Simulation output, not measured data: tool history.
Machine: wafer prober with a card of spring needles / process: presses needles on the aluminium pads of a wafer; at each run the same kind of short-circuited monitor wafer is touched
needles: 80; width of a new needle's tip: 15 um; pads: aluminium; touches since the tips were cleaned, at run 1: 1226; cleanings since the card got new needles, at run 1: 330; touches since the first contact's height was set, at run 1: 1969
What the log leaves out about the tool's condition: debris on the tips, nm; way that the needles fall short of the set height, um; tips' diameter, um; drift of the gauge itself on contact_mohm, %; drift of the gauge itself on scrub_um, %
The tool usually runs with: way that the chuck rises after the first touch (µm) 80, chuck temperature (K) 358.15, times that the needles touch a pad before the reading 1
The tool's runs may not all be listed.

run   hour  way that the chuck rises after the first touch (µm)  chuck temperature (K)  times that the needles touch a pad before the reading  touches since the tips were cleaned  cleanings since the card got new needles  touches since the first contact's height was set  resistance of one needle with its contact and lead (mohm)  way that a needle slides on the pad (µm)
  1    0.0                                                   80                 358.15                                                      1                                 1226                                       330                                              1969                                                        166                                     10.92
       3.8  -- tips cleaned on abrasive film
       8.8  -- tips cleaned on abrasive film
      13.9  -- tips cleaned on abrasive film
      20.2  -- tips cleaned on abrasive film
      25.2  -- tips cleaned on abrasive film
  2   30.1                                                   68                 358.15                                                      1                                 2967                                       335                                             19806                                                        234                                      9.18
      31.5  -- tips cleaned on abrasive film
      37.7  -- tips cleaned on abrasive film
      44.0  -- tips cleaned on abrasive film
      50.3  -- tips cleaned on abrasive film
      55.3  -- tips cleaned on abrasive film
      60.4  -- tips cleaned on abrasive film
  3   65.1                                                   80                 358.15                                                      1                                 2817                                       341                                             40467                                                        201                                     10.73
      66.4  -- tips cleaned on abrasive film
      71.4  -- tips cleaned on abrasive film
      76.5  -- tips cleaned on abrasive film
      82.7  -- tips cleaned on abrasive film
      89.0  -- tips cleaned on abrasive film
      95.3  -- tips cleaned on abrasive film
     100.3  -- tips cleaned on abrasive film
  4  104.3                                                   66                 358.15                                                      1                                 2373                                       348                                             63657                                                        236                                      8.76
     105.6  -- tips cleaned on abrasive film
     110.6  -- tips cleaned on abrasive film
     115.7  -- tips cleaned on abrasive film
     120.7  -- tips cleaned on abrasive film
     125.8  -- tips cleaned on abrasive film
     128.5  -- height of the first contact set anew
  5  129.2                                                   66                 358.15                                                      1                                 1901                                       353                                               414                                                        220                                      9.02
     131.8  -- tips cleaned on abrasive film
     136.8  -- tips cleaned on abrasive film
     141.9  -- tips cleaned on abrasive film
     146.9  -- tips cleaned on abrasive film
     158.9  -- card fitted with new needles
     164.0  -- tips cleaned on abrasive film
  6  165.8                                                   66                 358.15                                                      1                                 1096                                         1                                              4070                                                        148                                      8.96
     169.6  -- tips cleaned on abrasive film
     174.6  -- tips cleaned on abrasive film
     180.9  -- tips cleaned on abrasive film
     187.2  -- tips cleaned on abrasive film
     193.4  -- tips cleaned on abrasive film
     199.7  -- tips cleaned on abrasive film
     204.8  -- tips cleaned on abrasive film
     209.8  -- tips cleaned on abrasive film
  7  214.0                                                   66                 358.15                                                      1                                 2504                                         9                                             32594                                                        166                                      8.82
     215.3  -- tips cleaned on abrasive film
     220.3  -- tips cleaned on abrasive film
     225.4  -- tips cleaned on abrasive film
     230.4  -- tips cleaned on abrasive film
     235.5  -- tips cleaned on abrasive film
     241.7  -- tips cleaned on abrasive film
     246.8  -- tips cleaned on abrasive film
     253.0  -- tips cleaned on abrasive film
     258.1  -- tips cleaned on abrasive film
  8  258.8                                                   80                 358.15                                                      1                                  403                                        18                                             59018                                                        129                                     10.66
     263.8  -- tips cleaned on abrasive film
     270.1  -- tips cleaned on abrasive film
     275.1  -- tips cleaned on abrasive film
     281.4  -- tips cleaned on abrasive film
  9  284.1                                                   93                 358.15                                                      1                                 1628                                        22                                             74029                                                        144                                     12.35
     286.7  -- tips cleaned on abrasive film
     290.7  -- height of the first contact set anew
     292.0  -- tips cleaned on abrasive film
     297.1  -- tips cleaned on abrasive film
     302.1  -- tips cleaned on abrasive film
     308.4  -- tips cleaned on abrasive film
     314.6  -- tips cleaned on abrasive film
 10  316.8                                                   93                 358.15                                                      1                                 1315                                        28                                             15441                                                        140                                     12.63
     320.6  -- tips cleaned on abrasive film
     325.7  -- tips cleaned on abrasive film
     330.7  -- tips cleaned on abrasive film
     335.8  -- tips cleaned on abrasive film
     340.8  -- tips cleaned on abrasive film
     347.1  -- tips cleaned on abrasive film
 11  349.7                                                   93                 358.15                                                      1                                 1577                                        34                                             34862                                                        141                                     12.44
     352.3  -- tips cleaned on abrasive film
     357.3  -- tips cleaned on abrasive film
     363.6  -- tips cleaned on abrasive film
     368.6  -- tips cleaned on abrasive film
     373.7  -- tips cleaned on abrasive film
     378.7  -- tips cleaned on abrasive film
 12  381.6                                                   69                 318.15                                                      1                                 1774                                        40                                             53737                                                        155                                      9.10
     384.2  -- tips cleaned on abrasive film
     389.3  -- tips cleaned on abrasive film
     394.3  -- tips cleaned on abrasive film
     399.3  -- tips cleaned on abrasive film
     405.6  -- tips cleaned on abrasive film
     410.6  -- tips cleaned on abrasive film
     415.7  -- tips cleaned on abrasive film
 13  415.7                                                   64                 358.15                                                      1                                    0                                        47                                             73829                                                        129                                      8.37
     422.0  -- tips cleaned on abrasive film
     422.3  -- height of the first contact set anew
     427.3  -- tips cleaned on abrasive film
     432.4  -- tips cleaned on abrasive film
     437.4  -- tips cleaned on abrasive film
 14  440.4                                                   77                 352.15                                                      1                                 1809                                        51                                             10731                                                        157                                     10.45
     443.0  -- tips cleaned on abrasive film
     448.0  -- tips cleaned on abrasive film
     454.3  -- tips cleaned on abrasive film
     460.6  -- tips cleaned on abrasive film
     465.6  -- tips cleaned on abrasive film
 15  468.8                                                   77                 352.15                                                      1                                 1891                                        56                                             27491                                                        157                                     10.33
     471.3  -- tips cleaned on abrasive film
     476.4  -- tips cleaned on abrasive film
     481.4  -- tips cleaned on abrasive film
     486.4  -- tips cleaned on abrasive film
     491.5  -- tips cleaned on abrasive film
     497.8  -- tips cleaned on abrasive film
     502.8  -- tips cleaned on abrasive film
 16  507.0                                                   68                 301.15                                                      1                                 2503                                        63                                             50068                                                        172                                      9.05
     508.3  -- tips cleaned on abrasive film
     513.3  -- tips cleaned on abrasive film
     518.4  -- tips cleaned on abrasive film
     523.4  -- tips cleaned on abrasive film
     529.4  -- tips cleaned on abrasive film
 17  529.4                                                   65                 301.15                                                      2                                    0                                        68                                             63296                                                        120                                      8.60
     534.5  -- tips cleaned on abrasive film
     540.8  -- tips cleaned on abrasive film
     545.8  -- tips cleaned on abrasive film
     552.1  -- tips cleaned on abrasive film
     553.6  -- height of the first contact set anew
 18  556.1                                                   90                 301.15                                                      2                                 2229                                        72                                              1485                                                        136                                     12.27
     558.6  -- tips cleaned on abrasive film
     563.7  -- tips cleaned on abrasive film
     568.7  -- tips cleaned on abrasive film
     573.8  -- tips cleaned on abrasive film
     578.8  -- tips cleaned on abrasive film
     584.7  -- tips cleaned on abrasive film
 19  584.7                                                   90                 301.15                                                      2                                    0                                        78                                             18375                                                        116                                     12.17
     589.8  -- tips cleaned on abrasive film
     596.0  -- tips cleaned on abrasive film
     602.3  -- tips cleaned on abrasive film
     607.4  -- tips cleaned on abrasive film
     612.4  -- tips cleaned on abrasive film
     617.4  -- tips cleaned on abrasive film
     622.5  -- tips cleaned on abrasive film
 20  624.9                                                   60                 326.15                                                      2                                 1428                                        85                                             42107                                                        154                                      8.03
     628.7  -- tips cleaned on abrasive film
     633.7  -- tips cleaned on abrasive film
     638.7  -- tips cleaned on abrasive film
     643.8  -- tips cleaned on abrasive film
     648.8  -- tips cleaned on abrasive film
     655.1  -- tips cleaned on abrasive film
     660.1  -- tips cleaned on abrasive film
     665.2  -- tips cleaned on abrasive film
     670.2  -- tips cleaned on abrasive film
 21  672.4                                                   60                 326.15                                                      2                                 1300                                        94                                             70172                                                        148                                      7.94
     676.2  -- tips cleaned on abrasive film
     681.2  -- tips cleaned on abrasive film
     685.2  -- height of the first contact set anew
     686.6  -- tips cleaned on abrasive film
     691.6  -- tips cleaned on abrasive film
     697.9  -- tips cleaned on abrasive film
 22  698.5                                                   94                 358.15                                                      2                                  387                                        99                                              7822                                                        127                                     12.77

Here are 4 independent what-if runs from the current tool condition. What would each one return?
     703.6  -- tips cleaned on abrasive film
     709.8  -- tips cleaned on abrasive film
     716.1  -- tips cleaned on abrasive film
     721.1  -- tips cleaned on abrasive film
  A  723.8                                                   96                 358.15                                                      2                                 1614                                       103                                             22818                                                          ?                                         ?
     703.6  -- tips cleaned on abrasive film
     709.8  -- tips cleaned on abrasive film
     716.1  -- tips cleaned on abrasive film
     721.1  -- tips cleaned on abrasive film
  B  723.8                                                   80                 310.15                                                      1                                 1614                                       103                                             22818                                                          ?                                         ?
     703.6  -- tips cleaned on abrasive film
     709.8  -- tips cleaned on abrasive film
     716.1  -- tips cleaned on abrasive film
     721.1  -- tips cleaned on abrasive film
  C  723.8                                                   69                 335.15                                                      1                                 1614                                       103                                             22818                                                          ?                                         ?
     703.6  -- tips cleaned on abrasive film
     709.8  -- tips cleaned on abrasive film
     716.1  -- tips cleaned on abrasive film
     721.1  -- tips cleaned on abrasive film
  D  723.8                                                   83                 308.15                                                      1                                 1614                                       103                                             22818                                                          ?                                         ?

run  resistance of one needle with its contact and lead (mohm)  way that a needle slides on the pad (µm)
  A                                                        135                                     12.94
  B                                                        148                                     10.80
  C                                                        162                                      9.27
  D                                                        147                                     11.20
Stripped of hidden state, with their random variation kept, the same runs would have yielded:
run  resistance of one needle with its contact and lead (mohm)  way that a needle slides on the pad (µm)
  A                                                        122                                     13.05
  B                                                        116                                     10.90
  C                                                        123                                      9.37
  D                                                        117                                     11.30
